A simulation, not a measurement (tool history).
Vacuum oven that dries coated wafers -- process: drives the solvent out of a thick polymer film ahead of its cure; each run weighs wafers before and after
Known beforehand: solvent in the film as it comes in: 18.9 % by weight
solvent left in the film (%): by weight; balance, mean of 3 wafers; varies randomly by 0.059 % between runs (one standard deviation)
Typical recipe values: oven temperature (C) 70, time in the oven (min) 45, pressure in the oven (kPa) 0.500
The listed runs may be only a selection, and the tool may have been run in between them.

run,hour,oven temperature (C),time in the oven (min),pressure in the oven (kPa),solvent left in the film (%)
1,0.0,70,45,0.500,3.68
2,65.2,70,26,0.500,6.53
3,150.9,70,32,0.500,5.51
4,239.9,70,32,0.500,5.55
5,299.9,70,32,0.500,5.67
6,368.0,70,32,0.500,5.67
7,472.1,70,45,0.500,3.84
8,541.2,70,45,0.500,4.05
9,632.0,69,45,0.847,4.54
10,696.1,78,45,0.425,1.54
11,745.3,78,45,0.425,1.70
12,843.1,83,52,1.144,0.75
13,929.0,68,60,0.773,3.06

The log once held 1 entry between its listed runs, left out of this copy. Where does each go, and what is different about the tool's unlogged condition between the listed run before it and the listed run after it?
Runs 11 to 12: oven's thermocouples calibrated (hour 784.8)
  true wafer temperature over the reading, C: -0.96 -> 0.5; true pressure over the reading, kPa: 0.342 -> 0.37
  measured less the result without the state, solvent left in the film (%): +0.34 -> +0.09
